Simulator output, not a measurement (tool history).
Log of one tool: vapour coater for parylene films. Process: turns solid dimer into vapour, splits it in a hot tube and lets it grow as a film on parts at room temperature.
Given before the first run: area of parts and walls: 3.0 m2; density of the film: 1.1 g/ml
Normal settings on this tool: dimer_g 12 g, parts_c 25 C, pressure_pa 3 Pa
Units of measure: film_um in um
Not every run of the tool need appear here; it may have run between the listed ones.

run 1 day=0 | dimer_g=12 parts_c=25 pressure_pa=3 | film_um=2.045
run 2 day=1.679 | dimer_g=12 parts_c=25 pressure_pa=3 | film_um=2.042
run 3 day=4.45 | dimer_g=12 parts_c=25 pressure_pa=3 | film_um=2.035
run 4 day=6.688 | dimer_g=12 parts_c=25 pressure_pa=3 | film_um=2.025
run 5 day=8.325 | dimer_g=12 parts_c=25 pressure_pa=3 | film_um=2.009
run 6 day=10.8 | dimer_g=12 parts_c=25 pressure_pa=3 | film_um=1.996
run 7 day=13.175 | dimer_g=12 parts_c=25 pressure_pa=3 | film_um=1.986
run 8 day=15.7 | dimer_g=12 parts_c=25 pressure_pa=3 | film_um=1.973
run 9 day=17.571 | dimer_g=12 parts_c=25 pressure_pa=3 | film_um=1.973
-- day=17.975 trap's valve overhauled
run 10 day=19.492 | dimer_g=12 parts_c=25 pressure_pa=3 | film_um=1.89
run 11 day=21.425 | dimer_g=12 parts_c=25 pressure_pa=3 | film_um=1.882
run 12 day=23.588 | dimer_g=10 parts_c=18 pressure_pa=2.65 | film_um=1.891
run 13 day=26.179 | dimer_g=10 parts_c=18 pressure_pa=2.65 | film_um=1.892
run 14 day=28.725 | dimer_g=12 parts_c=25 pressure_pa=2.14 | film_um=1.913
-- day=29.312 trap's valve overhauled, once more
run 15 day=30.792 | dimer_g=15 parts_c=25 pressure_pa=3 | film_um=2.549
run 16 day=32.229 | dimer_g=5 parts_c=34 pressure_pa=8.29 | film_um=0.605
run 17 day=33.692 | dimer_g=13 parts_c=24 pressure_pa=3 | film_um=2.249
run 18 day=36.704 | dimer_g=10 parts_c=34 pressure_pa=2.73 | film_um=1.343
run 19 day=38.508 | dimer_g=10 parts_c=34 pressure_pa=2.73 | film_um=1.33

5 ways to go on from here, each from the tool as it stands after run 19. What would each give?
run A day=41.354 | dimer_g=8 parts_c=25 pressure_pa=3 | film_um=?
run B day=41.354 | dimer_g=10 parts_c=37 pressure_pa=11.5 | film_um=?
run C day=41.354 | dimer_g=10 parts_c=37 pressure_pa=2.73 | film_um=?
run D day=41.354 | dimer_g=12 parts_c=26 pressure_pa=3 | film_um=?
run E day=41.354 | dimer_g=10 parts_c=28 pressure_pa=2.08 | film_um=?

run=A film_um=1.323
run=B film_um=1.076
run=C film_um=1.216
run=D film_um=1.931
run=E film_um=1.572
The same runs, with their run-to-run variation unchanged, on a tool lacking any hidden condition would have given:
run=A film_um=1.374
run=B film_um=1.117
run=C film_um=1.263
run=D film_um=2.006
run=E film_um=1.633
